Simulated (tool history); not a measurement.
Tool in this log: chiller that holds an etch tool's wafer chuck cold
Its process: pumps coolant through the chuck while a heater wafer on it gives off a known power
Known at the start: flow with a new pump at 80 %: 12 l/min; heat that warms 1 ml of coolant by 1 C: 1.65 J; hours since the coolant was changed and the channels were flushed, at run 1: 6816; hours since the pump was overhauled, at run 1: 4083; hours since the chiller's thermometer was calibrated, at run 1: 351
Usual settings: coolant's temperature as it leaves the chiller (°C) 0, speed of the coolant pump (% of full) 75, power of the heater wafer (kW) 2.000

run    hour  coolant's temperature as it leaves the chiller (°C)  speed of the coolant pump (% of full)  power of the heater wafer (kW)  hours since the coolant was changed and the channels were flushed  hours since the pump was overhauled  hours since the chiller's thermometer was calibrated  chuck's temperature once it has settled (°C)  how much warmer the coolant comes back (C)
  1     0.0                                                    0                                     75                           2.000                                                               6816                                 4083                                                   351                                          22.5                                        6.49
  2   148.2                                                    0                                     67                           2.000                                                               6964                                 4231                                                   499                                          24.3                                        7.25
  3   288.4                                                    0                                     75                           2.000                                                               7105                                 4372                                                   639                                          22.6                                        6.48
  4   373.4                                                    0                                     75                           2.000                                                               7190                                 4457                                                   724                                          22.6                                        6.49
      435.7  -- coolant changed, channels flushed
  5   549.7                                                    6                                     75                           2.000                                                                114                                 4627                                                   894                                          28.5                                        6.39
  6   652.9                                                   -3                                     75                           2.000                                                                217                                 4730                                                   998                                          19.5                                        6.42
  7   806.8                                                    0                                     75                           2.000                                                                371                                 4884                                                  1152                                          22.9                                        6.50
  8   915.9                                                    0                                     75                           2.000                                                                480                                 4993                                                  1261                                          22.5                                        6.46
  9  1054.6                                                    0                                     75                           2.000                                                                619                                 5132                                                  1399                                          22.6                                        6.43
 10  1217.0                                                    0                                     75                           2.000                                                                781                                 5294                                                  1562                                          22.8                                        6.53
 11  1318.2                                                    0                                     75                           2.000                                                                883                                 5395                                                  1663                                          22.3                                        6.49
 12  1420.4                                                    0                                     75                           2.000                                                                985                                 5497                                                  1765                                          22.5                                        6.49
 13  1496.3                                                    0                                     75                           2.000                                                               1061                                 5573                                                  1841                                          22.9                                        6.46
 14  1589.4                                                    0                                     75                           2.000                                                               1154                                 5666                                                  1934                                          22.5                                        6.50
 15  1697.2                                                    0                                     75                           2.000                                                               1262                                 5774                                                  2042                                          22.6                                        6.50
 16  1788.7                                                    0                                     75                           2.705                                                               1353                                 5866                                                  2133                                          30.7                                        8.70
 17  1867.7                                                    2                                     75                           2.705                                                               1432                                 5945                                                  2212                                          32.6                                        8.78
 18  2036.5                                                    2                                     75                           2.705                                                               1601                                 6114                                                  2381                                          32.6                                        8.75
 19  2116.8                                                    0                                     69                           1.194                                                               1681                                 6194                                                  2462                                          14.2                                        4.20
 20  2192.4                                                    7                                     90                           2.322                                                               1757                                 6269                                                  2537                                          30.6                                        6.33
 21  2338.0                                                    7                                     90                           1.800                                                               1902                                 6415                                                  2683                                          25.2                                        4.87
 22  2477.8                                                    5                                     84                           2.242                                                               2042                                 6555                                                  2823                                          28.7                                        6.48
 23  2611.4                                                   -6                                     64                           1.199                                                               2176                                 6688                                                  2956                                           9.1                                        4.56
 24  2717.4                                                   -6                                     64                           1.199                                                               2282                                 6794                                                  3062                                           9.0                                        4.58
 25  2810.2                                                   -5                                     66                           1.829                                                               2375                                 6887                                                  3155                                          17.3                                        6.76
 26  2915.6                                                    0                                     66                           1.431                                                               2480                                 6993                                                  3260                                          17.5                                        5.30
     3023.2  -- chiller's thermometer calibrated
 27  3074.7                                                   -8                                     66                           2.000                                                               2638                                 7151                                                    51                                          16.5                                        7.43
 28  3254.2                                                    0                                     63                           2.000                                                               2817                                 7330                                                   231                                          25.2                                        7.72
 29  3343.7                                                   -9                                     77                           1.357                                                               2907                                 7420                                                   320                                           6.1                                        4.25
 30  3469.4                                                    0                                     85                           1.161                                                               3033                                 7545                                                   446                                          12.2                                        3.32
 31  3588.7                                                    0                                     85                           1.161                                                               3152                                 7665                                                   565                                          12.0                                        3.35
 32  3698.6                                                    0                                     85                           1.161                                                               3262                                 7775                                                   675                                          12.1                                        3.34
 33  3815.2                                                    0                                     92                           1.778                                                               3379                                 7891                                                   792                                          17.8                                        4.70

What differs in the tool's unlogged condition from the final listed run ahead of each entry between runs to the first listed run following it?
After run 4, before run 5: coolant changed, channels flushed (hour 435.7)
  heat passed by the chuck's channels, % of clean ones': 99.9 -> 100
After run 26, before run 27: chiller's thermometer calibrated (hour 3023.2)
  heat passed by the chuck's channels, % of clean ones': 100 -> 99.9
